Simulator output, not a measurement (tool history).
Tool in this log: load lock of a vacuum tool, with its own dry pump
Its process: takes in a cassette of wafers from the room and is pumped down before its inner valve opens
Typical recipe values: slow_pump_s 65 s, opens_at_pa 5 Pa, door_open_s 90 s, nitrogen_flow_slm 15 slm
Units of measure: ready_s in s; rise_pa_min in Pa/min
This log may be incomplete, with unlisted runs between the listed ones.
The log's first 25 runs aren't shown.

run	hour	slow_pump_s	opens_at_pa	door_open_s	nitrogen_flow_slm	incoming humidity of the room's air, %	ready_s	rise_pa_min
26	5609.2	65	10	90	12	44	138	0.085
27	5887.3	65	10	90	12	47.3	138.9	0.091
28	6028.4	127	6	90	12	46.2	193.9	0.092
29	6261.6	127	6	90	8	42.7	193.8	0.099
30	6434.1	127	6	90	8	44.9	195.2	0.102
31	6660.3	65	9	90	15	46.2	144.3	0.105
32	6847.8	65	6	71	36	47.3	148.7	0.093
33	7142.3	65	5	90	15	44.6	149.8	0.104
34	7433.1	56	5	90	17	44.6	145	0.11
35	7712.3	65	10	90	15	47	144.3	0.123
36	7975.7	65	5	42	9	44	153.9	0.116
37	8182.7	65	7	90	15	44.2	149.5	0.129

Here are 3 independent what-if runs from the current tool condition. What would each one return?
A	8332.4	65	6	90	15	47.3	?	?
B	8332.4	38	5	71	15	44	?	?
C	8332.4	98	7	90	7	46	?	?

run	ready_s	rise_pa_min
A	150.9	0.144
B	134.1	0.132
C	173.3	0.146
The same runs, with their run-to-run variation unchanged, on a tool lacking any hidden condition would have given:
run	ready_s	rise_pa_min
A	137.2	0.056
B	118.7	0.045
C	161.2	0.058
